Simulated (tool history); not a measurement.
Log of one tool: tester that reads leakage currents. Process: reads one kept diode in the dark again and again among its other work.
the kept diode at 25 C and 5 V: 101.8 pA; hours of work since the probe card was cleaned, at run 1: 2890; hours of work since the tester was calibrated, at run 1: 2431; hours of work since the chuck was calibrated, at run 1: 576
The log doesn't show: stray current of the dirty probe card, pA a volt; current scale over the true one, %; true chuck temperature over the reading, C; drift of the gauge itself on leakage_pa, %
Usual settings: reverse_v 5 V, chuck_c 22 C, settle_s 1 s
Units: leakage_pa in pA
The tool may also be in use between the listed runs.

run	day	reverse_v	chuck_c	settle_s	hours of work since the probe card was cleaned	hours of work since the tester was calibrated	hours of work since the chuck was calibrated	leakage_pa
1	0	5	22	1	2890	2431	576	99.87
# day 6.767: chuck's temperature calibrated
2	11.512	5	22	1	3101	2642	88	91.57
3	18.175	5	22	1.08	3224	2765	211	94.44
4	23.229	4.17	22	1	3317	2858	304	87.41
5	29.667	4.17	22	1	3436	2977	423	90.34
6	40.567	4.17	22	1	3637	3178	624	94.57
# day 44.721: chuck's temperature calibrated
7	48.079	5	40	1	3774	3315	62	354.39
8	58.108	5	22	1	3959	3500	247	94.42
# day 60.017: probe card cleaned and baked
9	69.183	5	22	1	169	3702	449	88.26
10	76.792	5	42	1	310	3842	590	449.81
# day 83.433: chuck's temperature calibrated
11	86.162	5	42	1	481	4014	50	398.44
12	93.592	5	22	1	618	4151	187	84.07
13	102.758	5	22	1	787	4320	357	88.25
14	108.454	5	22	1	892	4425	462	91.23
# day 110.204: tester calibrated
15	115.196	5	22	4.99	1015	92	585	93.68
# day 122.183: chuck's temperature calibrated
16	125.6	5	22	4.99	1206	283	63	83.37
17	135.392	5	22	4.99	1386	463	244	88.57
18	145.975	5	22	4.99	1582	659	439	92.72
19	152.3	5	22	4.99	1698	775	556	94.97
20	157.854	12.78	22	1	1801	878	658	164.85
# day 160.754: chuck's temperature calibrated
21	164.958	2.47	22	3.64	1930	1007	78	60.01
22	171.008	5	40	1.28	2042	1119	189	365.36
23	177.654	2.39	59	3.83	2165	1242	312	1009.98
24	185.896	2.39	49	3.83	2317	1394	464	518.74
25	194.429	2.49	41	2.33	2474	1551	621	303.45
# day 199.475: chuck's temperature calibrated
26	201.162	17.66	47	1	2597	1674	31	1113.91
27	212.621	17.66	49	1	2808	1885	243	1339.87
28	223.704	17.66	30	0.62	3013	2090	447	355.28
29	232.396	6.34	39	4.38	3173	2250	608	418.22
# day 238.2: chuck's temperature calibrated
30	239.371	7.72	31	3.82	3301	2377	22	223.28
31	244.333	7.72	31	3.82	3392	2469	113	228.45
32	250.9	17.97	41	1	3513	2590	234	771.06
33	258.771	9.86	41	1.68	3659	2736	380	584.63
34	269.275	10.98	43	0.92	3853	2929	573	747.25
# day 276.546: chuck's temperature calibrated
# day 277.642: probe card cleaned and baked
35	279.304	10.98	43	0.92	31	3111	49	640.44
36	285.979	12.71	28	0.64	154	3234	172	222.7
37	293.579	9.11	22	1	294	3374	312	118.28
38	299.871	4.74	28	1	410	3490	428	143.55
39	308.908	1.7	26	1.08	577	3657	595	76.26
# day 315.375: chuck's temperature calibrated
40	318.908	9.08	20	0.47	760	3840	65	97.42

Forecast each of these 3 alternatives for the next run:
A	327.85	6.94	20	0.66	925	4005	230	?
B	327.85	9.08	48	4.57	925	4005	230	?
C	327.85	5	28	1	925	4005	230	?

run	leakage_pa
A	87.36
B	872.45
C	139.62
Without the tool's hidden state the same runs would have given:
run	leakage_pa
A	80.58
B	839.8
C	131.95

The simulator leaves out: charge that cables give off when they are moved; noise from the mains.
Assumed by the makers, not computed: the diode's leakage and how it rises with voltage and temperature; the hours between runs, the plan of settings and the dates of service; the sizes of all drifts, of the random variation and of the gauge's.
